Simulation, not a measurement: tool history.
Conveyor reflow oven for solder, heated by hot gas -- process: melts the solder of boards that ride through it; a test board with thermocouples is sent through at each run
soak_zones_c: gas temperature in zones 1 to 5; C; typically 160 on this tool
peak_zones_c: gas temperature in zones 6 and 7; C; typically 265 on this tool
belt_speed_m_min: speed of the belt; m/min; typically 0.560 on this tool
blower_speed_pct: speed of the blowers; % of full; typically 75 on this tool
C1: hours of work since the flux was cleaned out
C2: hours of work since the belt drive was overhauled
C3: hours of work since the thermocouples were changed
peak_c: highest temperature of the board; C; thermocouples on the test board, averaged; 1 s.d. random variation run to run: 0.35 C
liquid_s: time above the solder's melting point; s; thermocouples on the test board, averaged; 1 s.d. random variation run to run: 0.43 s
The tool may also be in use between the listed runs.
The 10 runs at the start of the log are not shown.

run 11 hour=161.9 | soak_zones_c=160 peak_zones_c=265 belt_speed_m_min=0.560 blower_speed_pct=51 | C1=178 C2=257 C3=871 | peak_c=239.4 liquid_s=44.3
run 12 hour=176.3 | soak_zones_c=160 peak_zones_c=265 belt_speed_m_min=0.560 blower_speed_pct=51 | C1=189 C2=267 C3=882 | peak_c=239.6 liquid_s=42.8
run 13 hour=193.3 | soak_zones_c=160 peak_zones_c=265 belt_speed_m_min=0.560 blower_speed_pct=75 | C1=201 C2=280 C3=895 | peak_c=248.4 liquid_s=57.0
run 14 hour=216.6 | soak_zones_c=160 peak_zones_c=265 belt_speed_m_min=0.560 blower_speed_pct=75 | C1=219 C2=298 C3=912 | peak_c=247.8 liquid_s=56.5
run 15 hour=231.4 | soak_zones_c=160 peak_zones_c=265 belt_speed_m_min=0.560 blower_speed_pct=63 | C1=230 C2=309 C3=924 | peak_c=244.9 liquid_s=50.4
run 16 hour=254.6 | soak_zones_c=160 peak_zones_c=265 belt_speed_m_min=0.501 blower_speed_pct=75 | C1=248 C2=327 C3=941 | peak_c=251.6 liquid_s=67.4
run 17 hour=276.2 | soak_zones_c=163 peak_zones_c=263 belt_speed_m_min=0.608 blower_speed_pct=79 | C1=265 C2=343 C3=958 | peak_c=244.9 liquid_s=48.7
-- hour=303.8 flux residue cleaned out of gas plates and filters
run 18 hour=303.8 | soak_zones_c=149 peak_zones_c=267 belt_speed_m_min=0.560 blower_speed_pct=75 | C1=0 C2=361 C3=975 | peak_c=251.4 liquid_s=56.1
run 19 hour=313.5 | soak_zones_c=160 peak_zones_c=268 belt_speed_m_min=0.617 blower_speed_pct=75 | C1=7 C2=368 C3=982 | peak_c=250.1 liquid_s=51.9
run 20 hour=334.1 | soak_zones_c=160 peak_zones_c=265 belt_speed_m_min=0.560 blower_speed_pct=63 | C1=23 C2=384 C3=998 | peak_c=247.3 liquid_s=54.4
-- hour=350.6 thermocouples of zones 6 and 7 changed
run 21 hour=352.0 | soak_zones_c=149 peak_zones_c=265 belt_speed_m_min=0.475 blower_speed_pct=53 | C1=35 C2=396 C3=1 | peak_c=245.0 liquid_s=57.2
run 22 hour=364.7 | soak_zones_c=153 peak_zones_c=266 belt_speed_m_min=0.560 blower_speed_pct=75 | C1=45 C2=405 C3=11 | peak_c=248.0 liquid_s=54.5
run 23 hour=375.2 | soak_zones_c=160 peak_zones_c=265 belt_speed_m_min=0.497 blower_speed_pct=75 | C1=53 C2=413 C3=19 | peak_c=251.9 liquid_s=69.5
run 24 hour=385.5 | soak_zones_c=156 peak_zones_c=265 belt_speed_m_min=0.580 blower_speed_pct=75 | C1=61 C2=421 C3=27 | peak_c=246.1 liquid_s=50.9
run 25 hour=396.6 | soak_zones_c=156 peak_zones_c=265 belt_speed_m_min=0.580 blower_speed_pct=75 | C1=69 C2=430 C3=35 | peak_c=246.9 liquid_s=51.2
run 26 hour=417.4 | soak_zones_c=156 peak_zones_c=265 belt_speed_m_min=0.580 blower_speed_pct=75 | C1=85 C2=446 C3=51 | peak_c=246.5 liquid_s=51.8
run 27 hour=436.3 | soak_zones_c=156 peak_zones_c=278 belt_speed_m_min=0.549 blower_speed_pct=75 | C1=99 C2=460 C3=65 | peak_c=260.0 liquid_s=65.5
run 28 hour=457.2 | soak_zones_c=156 peak_zones_c=265 belt_speed_m_min=0.560 blower_speed_pct=72 | C1=115 C2=476 C3=81 | peak_c=246.2 liquid_s=52.5
run 29 hour=472.0 | soak_zones_c=174 peak_zones_c=275 belt_speed_m_min=0.577 blower_speed_pct=51 | C1=126 C2=487 C3=92 | peak_c=248.2 liquid_s=56.8

Predict the results of run 30:
run 30 hour=483.6 | soak_zones_c=161 peak_zones_c=278 belt_speed_m_min=0.668 blower_speed_pct=75 | C1=135 C2=496 C3=101 | peak_c=? liquid_s=?

{"run 30": {"peak_c": 252.2, "liquid_s": 49.4}}
Were there no unlogged condition in the tool, this run, its random variation unchanged, would have produced peak_c 254.2 C, liquid_s 50.7 s.

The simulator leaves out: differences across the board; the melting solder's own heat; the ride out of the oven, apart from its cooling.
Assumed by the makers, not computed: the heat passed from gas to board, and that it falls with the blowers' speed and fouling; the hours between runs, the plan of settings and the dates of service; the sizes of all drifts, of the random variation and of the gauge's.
